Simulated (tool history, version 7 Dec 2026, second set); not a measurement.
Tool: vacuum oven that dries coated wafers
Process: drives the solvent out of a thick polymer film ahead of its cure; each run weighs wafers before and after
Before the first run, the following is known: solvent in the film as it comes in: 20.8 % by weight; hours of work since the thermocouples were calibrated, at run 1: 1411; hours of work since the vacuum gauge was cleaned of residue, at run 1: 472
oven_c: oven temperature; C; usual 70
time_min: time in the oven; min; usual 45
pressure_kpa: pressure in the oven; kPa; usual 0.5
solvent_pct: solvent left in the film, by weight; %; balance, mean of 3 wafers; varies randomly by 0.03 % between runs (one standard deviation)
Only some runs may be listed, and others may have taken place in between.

run	hour	oven_c	time_min	pressure_kpa	hours of work since the thermocouples were calibrated	hours of work since the vacuum gauge was cleaned of residue	solvent_pct
1	0	70	45	0.5	1411	472	4.78
2	25.1	70	45	0.5	1431	491	4.78
3	50.1	70	45	0.5	1451	511	4.73
4	66.5	70	45	0.5	1464	524	4.69
5	94.9	70	45	0.5	1487	547	4.69
6	115.7	70	45	0.5	1503	563	4.73
7	145.2	70	45	0.5	1527	587	4.74
8	173.3	70	64	0.5	1549	609	2.86
9	196.5	70	64	0.5	1567	628	2.83
10	217.7	70	64	0.5	1584	644	2.87
11	240.4	71	45	0.5	1602	662	4.43
12	269.4	75	49	0.5	1625	685	2.81
13	292.3	71	45	0.439	1643	704	4.38
14	305.3	68	45	0.439	1654	714	5.31
15	320.4	68	45	0.439	1666	726	5.31
16	341.5	68	38	1.626	1683	743	7
17	365.3	68	71	1.626	1701	762	3.7
18	390.9	68	71	1.626	1722	782	3.68
19	405.5	68	71	1.626	1733	793	3.67
20	420.5	68	71	1.626	1745	805	3.63
21	433.6	70	74	1.851	1756	816	3.11
# hour 452.6: oven's thermocouples calibrated
22	454.6	56	42	0.846	2	831	10.22

3 ways to go on from here, each from the tool as it stands after run 22. What would each give?
A	472.7	68	67	1.093	16	845	?
B	472.7	68	77	1.15	16	845	?
C	472.7	64	23	0.388	16	845	?

run	solvent_pct
A	3.71
B	3.21
C	10.62
Without the tool's hidden state the same runs would have given:
run	solvent_pct
A	3.79
B	3.27
C	10.74
